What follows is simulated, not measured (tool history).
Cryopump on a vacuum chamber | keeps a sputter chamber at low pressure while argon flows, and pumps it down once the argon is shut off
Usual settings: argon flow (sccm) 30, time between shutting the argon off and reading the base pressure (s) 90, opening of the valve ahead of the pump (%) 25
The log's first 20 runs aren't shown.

run,day,argon flow (sccm),time between shutting the argon off and reading the base pressure (s),opening of the valve ahead of the pump (%),hours of work since the pump was warmed up and emptied,hours of work since the cold head was overhauled,hours of work since the chamber's fittings were tightened,pressure while argon flows (Pa),pressure after the wait (uPa)
21,19.404,43,24,21,612,612,2737,0.1995,2.86
22,20.142,38,60,25,628,628,2753,0.1484,1.44
23,21.121,42,26,17,649,649,2774,0.237,2.68
24,21.838,42,26,17,664,664,2789,0.2383,2.68
25,22.804,29,24,20,685,685,2810,0.1423,2.87
26,23.329,29,24,20,696,696,2821,0.1419,2.86
27,24.317,52,90,25,717,717,2842,0.2076,1.13
28,25.033,52,90,25,733,733,2858,0.2058,1.15
29,25.888,52,90,25,751,751,2876,0.2076,1.17
30,26.433,49,43,23,763,763,2888,0.2129,1.84
31,27.421,49,43,23,784,784,2909,0.2133,1.81
32,28.383,33,45,30,805,805,2930,0.1134,1.8
33,29.625,43,90,57,831,831,2956,0.0862,1.19

Forecast each of these 4 alternatives for the next run:
A,30.596,23,56,22,852,852,2977,?,?
B,30.596,48,23,48,852,852,2977,?,?
C,30.596,24,90,24,852,852,2977,?,?
D,30.596,21,90,21,852,852,2977,?,?

run,pressure while argon flows (Pa),pressure after the wait (uPa)
A,0.1057,1.57
B,0.1108,3.05
C,0.1015,1.15
D,0.0996,1.2
Without the tool's hidden state the same runs would have given:
run,pressure while argon flows (Pa),pressure after the wait (uPa)
A,0.0969,1.2
B,0.0926,2.68
C,0.0925,0.78
D,0.0917,0.82
